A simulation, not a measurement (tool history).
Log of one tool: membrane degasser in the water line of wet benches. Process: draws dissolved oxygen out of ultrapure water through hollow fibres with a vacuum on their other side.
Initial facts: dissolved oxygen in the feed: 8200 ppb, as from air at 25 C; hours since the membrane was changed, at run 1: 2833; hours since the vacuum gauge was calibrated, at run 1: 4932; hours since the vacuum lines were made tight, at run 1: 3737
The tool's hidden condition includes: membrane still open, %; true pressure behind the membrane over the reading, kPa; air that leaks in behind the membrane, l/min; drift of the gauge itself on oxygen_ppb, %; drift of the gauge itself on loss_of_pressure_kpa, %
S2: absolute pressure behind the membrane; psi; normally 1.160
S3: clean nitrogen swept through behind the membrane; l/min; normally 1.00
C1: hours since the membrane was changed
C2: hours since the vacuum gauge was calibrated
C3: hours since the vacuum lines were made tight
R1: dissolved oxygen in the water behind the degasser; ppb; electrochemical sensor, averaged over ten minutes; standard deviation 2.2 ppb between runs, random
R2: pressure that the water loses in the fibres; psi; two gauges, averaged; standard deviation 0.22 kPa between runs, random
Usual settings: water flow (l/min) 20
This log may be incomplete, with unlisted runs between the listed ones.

run 1 day=0.000 | water_flow_(l/min)=20 S2=1.160 S3=1.00 | C1=2833 C2=4932 C3=3737 | R1=230.6 R2=7.952
run 2 day=5.279 | water_flow_(l/min)=20 S2=1.160 S3=1.00 | C1=2960 C2=5059 C3=3864 | R1=236.9 R2=7.968
run 3 day=10.929 | water_flow_(l/min)=20 S2=1.160 S3=1.00 | C1=3095 C2=5194 C3=3999 | R1=235.7 R2=7.971
run 4 day=14.779 | water_flow_(l/min)=20 S2=1.160 S3=1.00 | C1=3188 C2=5287 C3=4092 | R1=234.7 R2=7.997
run 5 day=20.312 | water_flow_(l/min)=20 S2=1.160 S3=1.00 | C1=3321 C2=5419 C3=4225 | R1=238.4 R2=7.983
run 6 day=24.096 | water_flow_(l/min)=20 S2=1.160 S3=1.00 | C1=3411 C2=5510 C3=4315 | R1=233.8 R2=7.971
run 7 day=28.896 | water_flow_(l/min)=20 S2=1.160 S3=1.00 | C1=3527 C2=5625 C3=4431 | R1=241.5 R2=8.068
run 8 day=31.988 | water_flow_(l/min)=20 S2=1.160 S3=1.00 | C1=3601 C2=5700 C3=4505 | R1=242.4 R2=8.009
run 9 day=38.179 | water_flow_(l/min)=26 S2=1.160 S3=1.00 | C1=3749 C2=5848 C3=4653 | R1=317.0 R2=10.460
run 10 day=41.812 | water_flow_(l/min)=26 S2=1.160 S3=1.00 | C1=3837 C2=5935 C3=4740 | R1=311.3 R2=10.406
-- day=42.462 seals of the vacuum lines changed
run 11 day=45.267 | water_flow_(l/min)=26 S2=1.160 S3=1.00 | C1=3917 C2=6016 C3=67 | R1=311.9 R2=10.495
run 12 day=51.408 | water_flow_(l/min)=27 S2=1.160 S3=1.00 | C1=4065 C2=6164 C3=215 | R1=323.8 R2=10.871
run 13 day=54.738 | water_flow_(l/min)=27 S2=1.160 S3=1.00 | C1=4145 C2=6244 C3=295 | R1=317.8 R2=10.894
run 14 day=58.288 | water_flow_(l/min)=20 S2=1.160 S3=1.00 | C1=4230 C2=6329 C3=380 | R1=240.3 R2=8.037
run 15 day=64.046 | water_flow_(l/min)=20 S2=1.160 S3=1.00 | C1=4368 C2=6467 C3=518 | R1=237.7 R2=8.071
run 16 day=69.917 | water_flow_(l/min)=20 S2=1.160 S3=0.52 | C1=4509 C2=6608 C3=659 | R1=411.1 R2=8.073
run 17 day=76.396 | water_flow_(l/min)=31 S2=0.701 S3=0.76 | C1=4664 C2=6763 C3=814 | R1=223.5 R2=12.608
run 18 day=80.225 | water_flow_(l/min)=31 S2=0.701 S3=0.76 | C1=4756 C2=6855 C3=906 | R1=228.2 R2=12.585
run 19 day=87.133 | water_flow_(l/min)=20 S2=0.935 S3=1.52 | C1=4922 C2=7021 C3=1072 | R1=124.8 R2=8.208
run 20 day=92.717 | water_flow_(l/min)=31 S2=2.699 S3=0.92 | C1=5056 C2=7155 C3=1206 | R1=1049.5 R2=12.581
run 21 day=97.846 | water_flow_(l/min)=12 S2=0.718 S3=0.78 | C1=5179 C2=7278 C3=1329 | R1=83.8 R2=4.933
run 22 day=103.683 | water_flow_(l/min)=12 S2=0.718 S3=0.78 | C1=5319 C2=7418 C3=1469 | R1=85.7 R2=4.949
run 23 day=108.529 | water_flow_(l/min)=17 S2=1.160 S3=1.00 | C1=5436 C2=7535 C3=1586 | R1=212.6 R2=6.960
run 24 day=115.067 | water_flow_(l/min)=20 S2=1.236 S3=1.00 | C1=5593 C2=7692 C3=1742 | R1=270.9 R2=8.247
run 25 day=120.862 | water_flow_(l/min)=20 S2=1.024 S3=0.81 | C1=5732 C2=7831 C3=1882 | R1=250.5 R2=8.209
run 26 day=126.721 | water_flow_(l/min)=25 S2=1.160 S3=1.86 | C1=5872 C2=7971 C3=2022 | R1=192.8 R2=10.261
run 27 day=130.358 | water_flow_(l/min)=22 S2=2.136 S3=2.18 | C1=5960 C2=8059 C3=2110 | R1=295.8 R2=9.063
-- day=135.371 vacuum gauge calibrated
run 28 day=137.371 | water_flow_(l/min)=22 S2=2.136 S3=2.18 | C1=6127 C2=48 C3=2277 | R1=281.0 R2=9.084

Predict the results of run 29:
run 29 day=142.942 | water_flow_(l/min)=22 S2=2.136 S3=2.18 | C1=6261 C2=182 C3=2411 | R1=? R2=?

{"run 29": {"R1": 285.8, "R2": 9.107}}
On a tool with no hidden condition, and with the same random variation, this run would have come out at R1 278.7 ppb, R2 8.498 psi.
